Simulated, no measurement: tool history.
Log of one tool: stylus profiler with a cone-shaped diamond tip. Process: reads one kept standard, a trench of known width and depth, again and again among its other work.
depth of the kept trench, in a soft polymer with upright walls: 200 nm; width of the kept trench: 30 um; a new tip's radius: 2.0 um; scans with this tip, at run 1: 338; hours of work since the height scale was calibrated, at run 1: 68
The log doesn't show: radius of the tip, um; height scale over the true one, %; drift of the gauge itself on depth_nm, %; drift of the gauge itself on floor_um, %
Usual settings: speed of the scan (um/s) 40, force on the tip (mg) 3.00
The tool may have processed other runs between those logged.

run	hour	speed of the scan (um/s)	force on the tip (mg)	scans with this tip	hours of work since the height scale was calibrated	depth of the trench (nm)	width of the trench's floor (µm)
1	0.0	40	3.00	338	68	203.79	28.11
2	12.2	44	3.00	377	76	203.73	28.04
3	27.0	44	3.00	426	86	203.76	28.04
4	42.5	44	3.00	476	96	203.75	28.03
5	60.7	44	3.00	536	108	203.73	28.08
6	71.9	44	3.00	572	115	203.75	28.03
7	84.0	44	3.00	612	123	203.80	28.05
8	96.9	40	2.79	654	132	203.58	28.06
9	115.2	40	7.09	714	144	206.80	28.06
10	123.2	40	4.42	740	149	204.89	28.12
11	133.5	40	3.00	773	156	203.76	28.03
12	148.6	40	3.00	822	166	203.77	28.05
13	165.5	84	3.00	878	177	203.73	27.88
14	181.4	84	3.00	930	187	203.78	27.91
15	199.6	40	3.00	989	199	203.80	28.06
16	210.7	16	3.00	1025	207	203.78	28.09
17	224.7	34	2.72	1071	216	203.50	28.07
18	236.2	54	4.07	1108	223	204.65	27.98
19	254.5	54	4.07	1168	235	204.57	27.97
20	265.5	13	6.47	1204	243	206.36	28.14
21	273.2	61	2.64	1229	248	203.42	27.89
22	286.2	37	1.66	1272	256	202.42	28.02
23	299.2	40	2.84	1314	265	203.58	28.06
24	309.7	40	2.84	1348	272	203.63	28.01
25	319.9	40	2.84	1382	279	203.59	28.05
26	330.3	26	1.16	1416	285	201.82	28.04
27	338.7	49	3.61	1443	291	204.23	27.98
28	352.8	25	1.29	1489	300	202.04	28.03
29	368.1	153	4.53	1539	310	204.91	27.78
30	385.7	153	4.53	1596	322	204.91	27.72
31	393.7	153	4.53	1622	327	204.98	27.73
32	404.9	15	1.91	1659	334	202.73	28.08

Table of differences, measured result less the result of that run with no hidden state. Run-to-run variation is the same in both. Gauge scatter possibly is not:
run	depth of the trench (nm)	width of the trench's floor (µm)
1	-0.12	-0.05
2	-0.12	-0.06
3	-0.12	-0.05
4	-0.13	-0.06
5	-0.13	-0.06
6	-0.14	-0.06
7	-0.14	-0.07
8	-0.14	-0.07
9	-0.15	-0.08
10	-0.15	-0.08
11	-0.15	-0.09
12	-0.16	-0.09
13	-0.17	-0.09
14	-0.17	-0.09
15	-0.17	-0.10
16	-0.17	-0.10
17	-0.18	-0.11
18	-0.18	-0.11
19	-0.18	-0.11
20	-0.19	-0.11
21	-0.19	-0.12
22	-0.19	-0.12
23	-0.20	-0.12
24	-0.21	-0.13
25	-0.21	-0.13
26	-0.21	-0.13
27	-0.22	-0.13
28	-0.21	-0.13
29	-0.22	-0.14
30	-0.23	-0.14
31	-0.22	-0.14
32	-0.22	-0.15

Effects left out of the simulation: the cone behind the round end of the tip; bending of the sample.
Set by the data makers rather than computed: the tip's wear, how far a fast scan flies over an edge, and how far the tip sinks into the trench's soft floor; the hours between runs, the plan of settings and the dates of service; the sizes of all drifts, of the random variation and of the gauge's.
